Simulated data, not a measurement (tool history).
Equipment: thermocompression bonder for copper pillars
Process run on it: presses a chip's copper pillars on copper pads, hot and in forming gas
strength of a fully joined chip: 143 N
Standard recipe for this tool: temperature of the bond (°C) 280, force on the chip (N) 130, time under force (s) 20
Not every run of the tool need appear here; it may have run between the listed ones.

run	hour	temperature of the bond (°C)	force on the chip (N)	time under force (s)	force that shears a chip off (N)
1	0	280	130	20	85.3
2	59.1	280	130	20	80.5
3	103.2	280	130	20	81.6
4	139.2	280	130	20	79.4
5	179.9	280	130	20	77.8
# hour 213.4: forming gas filter changed
6	224.9	280	130	20	82.2
7	257	280	130	20	84.2
8	307.6	280	130	20	80.2
9	347.8	280	86	20	54.4
10	415.6	280	130	20	77.9
11	473.3	280	130	20	75.6
# hour 508: forming gas filter changed
12	539.3	307	130	20	103.9
13	575.2	280	130	20	80
# hour 603.2: force cell calibrated
14	621.7	276	130	20	75.1
15	672.3	280	130	20	77.8
16	702.5	280	130	20	75.3
17	746.6	280	130	20	73.4
# hour 806: forming gas filter changed
18	806	280	130	20	77.7
19	868.1	280	130	20	77.3
20	919.8	309	159	28	119.4
21	968.8	280	194	15	94.2
# hour 1002.8: force cell calibrated, once more
22	1017	290	107	15	69.7
23	1067	278	143	16	78.8
# hour 1104.6: forming gas filter changed
24	1107.3	310	143	46	131.9
25	1146.5	252	143	46	88
26	1201.9	297	154	13	99.2
27	1233.4	264	89	18	43.6
28	1302	272	150	34	95.2
29	1364.4	303	126	36	105.1
# hour 1401.7: forming gas filter changed
30	1434.1	303	126	36	112.9
31	1481.5	303	126	36	111.1
32	1550.1	303	116	22	92.4
33	1617.7	303	116	22	89.7
34	1683.9	303	116	22	86.6
# hour 1699.6: forming gas filter changed
35	1721.4	254	156	26	76.8
36	1778.7	276	158	24	94.1
37	1833.1	276	158	24	92.6
38	1897.7	280	130	24	79.3

3 options for the next run, each taken on its own from the tool as it stands now. Forecast them:
A	1956.5	280	130	31	?
B	1956.5	250	134	24	?
C	1956.5	270	130	17	?

run	force that shears a chip off (N)
A	82.8
B	55
C	62.9
Had the tool no hidden state, the same runs would have come out as:
run	force that shears a chip off (N)
A	100.9
B	70.6
C	79.3
